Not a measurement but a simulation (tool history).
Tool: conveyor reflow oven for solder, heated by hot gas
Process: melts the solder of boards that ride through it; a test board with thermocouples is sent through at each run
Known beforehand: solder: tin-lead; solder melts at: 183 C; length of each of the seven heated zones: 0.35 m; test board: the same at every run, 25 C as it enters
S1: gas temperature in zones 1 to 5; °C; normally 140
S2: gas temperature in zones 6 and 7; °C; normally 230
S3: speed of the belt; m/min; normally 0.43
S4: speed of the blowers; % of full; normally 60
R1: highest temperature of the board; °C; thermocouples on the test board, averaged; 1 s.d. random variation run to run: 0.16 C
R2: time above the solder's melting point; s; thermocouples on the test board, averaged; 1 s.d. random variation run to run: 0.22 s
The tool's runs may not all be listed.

| run | hour | S1 | S2 | S3 | S4 | R1 | R2 |
|---|---|---|---|---|---|---|---|
| 1 | 0 | 140 | 230 | 0.43 | 60 | 209.4 | 65.2 |
| 2 | 38.2 | 148 | 230 | 0.43 | 60 | 210.9 | 71.1 |
| 3 | 90.7 | 148 | 230 | 0.43 | 60 | 210.5 | 71 |
| 4 | 147.7 | 148 | 230 | 0.516 | 60 | 204.6 | 49.7 |
| 5 | 215.2 | 148 | 230 | 0.516 | 60 | 204.9 | 50.8 |
| 6 | 247.9 | 140 | 230 | 0.389 | 60 | 212.4 | 77.4 |
| 7 | 308.1 | 142 | 230 | 0.389 | 60 | 212.3 | 78.7 |
| 8 | 367.2 | 142 | 230 | 0.389 | 60 | 212 | 78.4 |
| 9 | 403.7 | 140 | 230 | 0.43 | 60 | 208.6 | 64.2 |
| 10 | 460.5 | 140 | 230 | 0.43 | 60 | 208.2 | 63.8 |
| 11 | 498.2 | 140 | 230 | 0.43 | 60 | 208.3 | 63.7 |
| 12 | 533 | 140 | 230 | 0.349 | 60 | 215.2 | 91.8 |
| 13 | 563.3 | 140 | 230 | 0.349 | 60 | 214.7 | 91.9 |
| 14 | 599.6 | 140 | 230 | 0.349 | 60 | 217.4 | 92.5 |
| 15 | 639.6 | 140 | 237 | 0.43 | 60 | 216.5 | 72.7 |
| 16 | 670.8 | 152 | 237 | 0.43 | 54 | 217.6 | 79.4 |
| 17 | 735.2 | 152 | 237 | 0.43 | 54 | 217.5 | 79.1 |
| 18 | 784.4 | 152 | 237 | 0.43 | 54 | 217.3 | 79 |
| 19 | 815.7 | 152 | 220 | 0.456 | 54 | 201.6 | 54.6 |
| 20 | 850 | 152 | 220 | 0.456 | 54 | 202.2 | 55.8 |
| 21 | 896.3 | 140 | 236 | 0.459 | 60 | 213.4 | 64.2 |
| 22 | 965.7 | 140 | 236 | 0.459 | 60 | 213.2 | 64 |
| 23 | 998.5 | 140 | 224 | 0.403 | 60 | 207.5 | 67.6 |
| 24 | 1054.5 | 140 | 224 | 0.403 | 60 | 207.2 | 67.1 |
| 25 | 1119.1 | 147 | 230 | 0.465 | 66 | 210.5 | 63.6 |
| 26 | 1182 | 128 | 223 | 0.493 | 59 | 196.7 | 32.8 |
| 27 | 1210.1 | 148 | 229 | 0.493 | 59 | 206.7 | 55.5 |
| 28 | 1254 | 142 | 235 | 0.421 | 60 | 215.5 | 74.5 |
| 29 | 1285.2 | 126 | 230 | 0.399 | 60 | 210 | 65.2 |
| 30 | 1320.2 | 140 | 229 | 0.43 | 55 | 207.7 | 62.6 |

Missing from the log above: 6 entries noted between runs. For each, name the pair of listed runs it sits between and say how the tool's hidden condition differs from the listed run just before to the listed run just after:
Logged between run 4 and run 5: flux residue cleaned out of gas plates and filters (hour 182.3)
  heat that the gas passes to the board, % of a clean oven's: 96.8 -> 99; belt's true speed, % of the reading: 98.35 -> 98.26; true gas temperature in zones 6 and 7 over the reading, C: -1.99 -> -2.12
  measured minus no-state result, R1: -1.8 -> -1.2 °C; R2: -1.5 -> -0.6 s
Logged between run 11 and run 12: flux residue cleaned out of gas plates and filters (hour 506.1)
  heat that the gas passes to the board, % of a clean oven's: 96.1 -> 99.1; belt's true speed, % of the reading: 97.87 -> 97.83; true gas temperature in zones 6 and 7 over the reading, C: -2.71 -> -2.78
  measured minus no-state result, R1: -2.4 -> -2 °C; R2: -1.8 -> -0.2 s
Logged between run 13 and run 14: thermocouples of zones 6 and 7 changed (hour 584.5); belt drive overhauled, speed set with a stopwatch (hour 599.6)
  heat that the gas passes to the board, % of a clean oven's: 98.8 -> 98.5; belt's true speed, % of the reading: 97.79 -> 99.83; true gas temperature in zones 6 and 7 over the reading, C: -2.84 -> 0.79
  measured minus no-state result, R1: -2.2 -> +0.5 °C; R2: -0.2 -> +0.6 s
Logged between run 19 and run 20: flux residue cleaned out of gas plates and filters (hour 835)
  heat that the gas passes to the board, % of a clean oven's: 96.3 -> 99.8; belt's true speed, % of the reading: 99.52 -> 99.48; true gas temperature in zones 6 and 7 over the reading, C: 0.34 -> 0.28
  measured minus no-state result, R1: -0.3 -> +0.3 °C; R2: -0.6 -> +0.8 s
Logged between run 25 and run 26: flux residue cleaned out of gas plates and filters (hour 1158.1)
  heat that the gas passes to the board, % of a clean oven's: 97.2 -> 99.6; belt's true speed, % of the reading: 99.11 -> 99.02; true gas temperature in zones 6 and 7 over the reading, C: -0.31 -> -0.42
  measured minus no-state result, R1: -0.7 -> -0.1 °C; R2: -0.4 -> +0.4 s

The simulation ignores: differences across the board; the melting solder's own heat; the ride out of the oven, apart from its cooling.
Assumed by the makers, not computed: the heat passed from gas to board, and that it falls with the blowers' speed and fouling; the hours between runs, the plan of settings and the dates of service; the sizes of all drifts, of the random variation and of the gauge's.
